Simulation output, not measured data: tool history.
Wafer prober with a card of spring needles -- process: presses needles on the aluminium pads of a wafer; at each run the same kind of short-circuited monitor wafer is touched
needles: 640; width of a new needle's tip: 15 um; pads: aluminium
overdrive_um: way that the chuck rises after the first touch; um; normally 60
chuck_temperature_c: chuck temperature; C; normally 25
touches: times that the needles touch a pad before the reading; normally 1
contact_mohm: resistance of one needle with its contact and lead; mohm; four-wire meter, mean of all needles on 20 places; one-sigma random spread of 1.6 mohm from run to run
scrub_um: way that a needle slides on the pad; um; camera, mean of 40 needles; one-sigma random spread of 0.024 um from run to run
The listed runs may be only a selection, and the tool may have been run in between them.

run     day  overdrive_um  chuck_temperature_c  touches  contact_mohm  scrub_um
  1       0            60                   25        1           154      8.79
        0.8  -- tips cleaned on abrasive film
      1.579  -- tips cleaned on abrasive film
  2   1.579            60                   25        1           157      8.78
      2.396  -- tips cleaned on abrasive film
  3   2.554            43                   25        1           159      6.28
      3.192  -- tips cleaned on abrasive film
  4   3.629            43                   25        1           162      6.33
      3.958  -- tips cleaned on abrasive film
      4.854  -- tips cleaned on abrasive film
      5.396  -- height of the first contact set anew
      5.771  -- tips cleaned on abrasive film
  5   5.829            43                   25        1           161      6.29
      6.662  -- tips cleaned on abrasive film
  6   7.112            43                   25        1           159      6.29
      7.433  -- tips cleaned on abrasive film
  7   8.162            63                   38        3           156      9.22
      8.292  -- tips cleaned on abrasive film
      9.092  -- tips cleaned on abrasive film
      9.933  -- tips cleaned on abrasive film
  8  10.338            63                   38        3           156      9.26
     10.829  -- tips cleaned on abrasive film
      11.65  -- tips cleaned on abrasive film
  9  12.129            44                   36        2           165      6.47
     12.467  -- tips cleaned on abrasive film
     13.271  -- tips cleaned on abrasive film
 10  13.938            76                   95        1           165     11.12

Below are 3 alternative next runs, each starting from the tool's condition after run 10. Predict each:
     14.092  -- tips cleaned on abrasive film
     14.979  -- tips cleaned on abrasive film
     15.838  -- tips cleaned on abrasive film
  A  15.988            55                   95        2             ?         ?
     14.092  -- tips cleaned on abrasive film
     14.979  -- tips cleaned on abrasive film
     15.838  -- tips cleaned on abrasive film
  B  15.988            50                   25        1             ?         ?
     14.092  -- tips cleaned on abrasive film
     14.979  -- tips cleaned on abrasive film
     15.838  -- tips cleaned on abrasive film
  C  15.988            44                   32        3             ?         ?

run  contact_mohm  scrub_um
  A           170      8.06
  B           160      7.38
  C           165      6.47
With no hidden state in the tool, these same runs would have given:
run  contact_mohm  scrub_um
  A           170      8.01
  B           160      7.34
  C           165      6.43
